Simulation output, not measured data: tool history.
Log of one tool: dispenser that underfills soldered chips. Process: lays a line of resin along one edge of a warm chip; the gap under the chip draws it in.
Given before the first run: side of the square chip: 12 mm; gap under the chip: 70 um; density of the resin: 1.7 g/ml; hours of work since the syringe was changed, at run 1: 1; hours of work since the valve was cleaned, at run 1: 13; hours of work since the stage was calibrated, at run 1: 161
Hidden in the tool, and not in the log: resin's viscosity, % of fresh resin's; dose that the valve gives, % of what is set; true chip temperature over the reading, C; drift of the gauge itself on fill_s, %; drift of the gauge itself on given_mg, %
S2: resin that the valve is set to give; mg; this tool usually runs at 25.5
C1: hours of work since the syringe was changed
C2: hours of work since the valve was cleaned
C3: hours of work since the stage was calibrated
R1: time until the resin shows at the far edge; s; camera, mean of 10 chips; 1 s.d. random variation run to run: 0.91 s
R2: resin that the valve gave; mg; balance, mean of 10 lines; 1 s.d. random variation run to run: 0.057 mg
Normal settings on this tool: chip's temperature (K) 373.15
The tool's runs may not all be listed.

Run 1, hour 0.0: usual settings; C1 1; C2 13; C3 161. Result: R1 86.6 s, R2 25.40 mg.
At hour 12.1: new syringe of resin.
Run 2, hour 12.1: usual settings but chip's temperature (K) 369.15; C1 0; C2 21; C3 170. Result: R1 97.1 s, R2 25.25 mg.
Run 3, hour 19.6: usual settings; C1 5; C2 27; C3 176. Result: R1 116.4 s, R2 25.30 mg.
At hour 25.7: new syringe of resin.
Run 4, hour 30.5: usual settings; C1 4; C2 35; C3 183. Result: R1 101.7 s, R2 25.19 mg.
At hour 39.9: new syringe of resin.
Run 5, hour 40.8: usual settings but S2 30.6 mg; C1 1; C2 42; C3 191. Result: R1 83.9 s, R2 30.11 mg.
Run 6, hour 47.7: usual settings but S2 30.6 mg; C1 6; C2 47; C3 196. Result: R1 116.3 s, R2 30.11 mg.
At hour 53.1: new syringe of resin.
Run 7, hour 55.0: usual settings but S2 30.6 mg; C1 1; C2 52; C3 201. Result: R1 88.2 s, R2 29.92 mg.
At hour 66.9: new syringe of resin.
Run 8, hour 68.8: usual settings; C1 1; C2 62; C3 210. Result: R1 91.2 s, R2 25.04 mg.
Run 9, hour 74.5: usual settings but chip's temperature (K) 359.15; C1 6; C2 66; C3 215. Result: R1 229.6 s, R2 24.78 mg.
At hour 80.3: new syringe of resin.
Run 10, hour 82.9: usual settings but S2 31.4 mg; C1 2; C2 72; C3 221. Result: R1 91.9 s, R2 30.45 mg.
Run 11, hour 89.0: usual settings but S2 31.4 mg; C1 6; C2 76; C3 225. Result: R1 121.3 s, R2 30.51 mg.
At hour 94.2: new syringe of resin.
Run 12, hour 96.6: usual settings but chip's temperature (K) 370.15, S2 31.4 mg; C1 2; C2 82; C3 230. Result: R1 104.3 s, R2 30.42 mg.
At hour 107.4: new syringe of resin.
Run 13, hour 108.7: usual settings but chip's temperature (K) 370.15, S2 31.4 mg; C1 1; C2 90; C3 239. Result: R1 97.2 s, R2 30.25 mg.
Run 14, hour 117.2: usual settings but chip's temperature (K) 370.15, S2 31.4 mg; C1 7; C2 96; C3 245. Result: R1 143.4 s, R2 30.14 mg.
At hour 121.0: new syringe of resin.
Run 15, hour 131.0: usual settings but chip's temperature (K) 370.15, S2 31.4 mg; C1 7; C2 106; C3 255. Result: R1 147.3 s, R2 30.14 mg.
At hour 134.5: new syringe of resin.
Run 16, hour 141.0: usual settings but chip's temperature (K) 370.15, S2 31.4 mg; C1 5; C2 113; C3 262. Result: R1 125.3 s, R2 30.12 mg.
At hour 147.9: new syringe of resin.
Run 17, hour 151.6: usual settings but chip's temperature (K) 370.15, S2 31.4 mg; C1 3; C2 121; C3 270. Result: R1 107.8 s, R2 29.88 mg.
Run 18, hour 158.7: usual settings but chip's temperature (K) 370.15, S2 31.4 mg; C1 8; C2 126; C3 275. Result: R1 147.7 s, R2 29.76 mg.
At hour 161.6: new syringe of resin.
At hour 168.4: dispensing valve cleaned and set on the balance.
Run 19, hour 169.1: usual settings but chip's temperature (K) 375.15, S2 31.6 mg; C1 5; C2 1; C3 281. Result: R1 97.2 s, R2 31.54 mg.
At hour 176.4: new syringe of resin.
Run 20, hour 180.0: usual settings but S2 26.8 mg; C1 3; C2 8; C3 289. Result: R1 92.6 s, R2 26.84 mg.
Run 21, hour 185.6: usual settings but S2 26.8 mg; C1 7; C2 12; C3 293. Result: R1 120.4 s, R2 26.61 mg.
At hour 189.7: new syringe of resin.
Run 22, hour 195.5: usual settings but chip's temperature (K) 367.15, S2 22.8 mg; C1 4; C2 19; C3 300. Result: R1 144.8 s, R2 22.61 mg.
Run 23, hour 201.7: usual settings but S2 31.1 mg; C1 9; C2 24; C3 305. Result: R1 141.0 s, R2 30.83 mg.
At hour 204.0: new syringe of resin.
Run 24, hour 214.4: usual settings but chip's temperature (K) 387.15, S2 29.4 mg; C1 8; C2 33; C3 314. Result: R1 70.3 s, R2 28.85 mg.
At hour 218.0: new syringe of resin.
Run 25, hour 221.3: usual settings but chip's temperature (K) 387.15, S2 26.8 mg; C1 2; C2 38; C3 319. Result: R1 50.5 s, R2 26.37 mg.
Run 26, hour 228.6: usual settings but chip's temperature (K) 364.15, S2 32.1 mg; C1 8; C2 43; C3 324. Result: R1 192.2 s, R2 31.48 mg.
At hour 232.1: new syringe of resin.
Run 27, hour 235.0: usual settings but chip's temperature (K) 368.15, S2 22.4 mg; C1 2; C2 47; C3 328. Result: R1 120.1 s, R2 21.96 mg.
At hour 245.5: new syringe of resin.
Run 28, hour 246.7: usual settings but chip's temperature (K) 368.15, S2 22.4 mg; C1 1; C2 56; C3 337. Result: R1 111.7 s, R2 21.87 mg.
Run 29, hour 255.9: usual settings but chip's temperature (K) 368.15, S2 22.4 mg; C1 8; C2 62; C3 343. Result: R1 170.8 s, R2 21.67 mg.
At hour 259.2: new syringe of resin.
Run 30, hour 268.6: usual settings but chip's temperature (K) 361.15; C1 7; C2 71; C3 352. Result: R1 217.9 s, R2 24.70 mg.
At hour 272.5: new syringe of resin.
Run 31, hour 282.0: usual settings but chip's temperature (K) 381.15, S2 29.4 mg; C1 7; C2 81; C3 362. Result: R1 85.2 s, R2 28.41 mg.
At hour 285.7: new syringe of resin.
Run 32, hour 287.9: usual settings but chip's temperature (K) 381.15, S2 29.4 mg; C1 2; C2 85; C3 366. Result: R1 60.6 s, R2 28.35 mg.
Run 33, hour 295.4: usual settings but chip's temperature (K) 378.15, S2 32.2 mg; C1 7; C2 91; C3 371. Result: R1 96.8 s, R2 31.01 mg.
At hour 299.6: new syringe of resin.
Run 34, hour 308.4: usual settings but chip's temperature (K) 380.15, S2 22.5 mg; C1 6; C2 100; C3 381. Result: R1 90.4 s, R2 21.58 mg.

Predict each of these 3 candidate next runs independently; none follows another, all start after run 34:
At hour 310.9: stage's temperature calibrated.
At hour 314.7: new syringe of resin.
Run A, hour 322.4: usual settings but chip's temperature (K) 380.15, S2 27.7 mg; C1 6; C2 109; C3 8. Result: R1 ?, R2 ?.
At hour 310.9: stage's temperature calibrated.
At hour 314.7: new syringe of resin.
Run B, hour 322.4: usual settings but chip's temperature (K) 378.15, S2 29.1 mg; C1 6; C2 109; C3 8. Result: R1 ?, R2 ?.
At hour 310.9: stage's temperature calibrated.
At hour 314.7: new syringe of resin.
Run C, hour 322.4: usual settings but chip's temperature (K) 366.15, S2 24.9 mg; C1 6; C2 109; C3 8. Result: R1 ?, R2 ?.

run     R1     R2
  A   89.5  26.39
  B   95.1  27.72
  C  167.6  23.82
Had the tool no hidden state, the same runs would have come out as:
run     R1     R2
  A   62.5  27.61
  B   66.4  29.00
  C  116.2  24.92
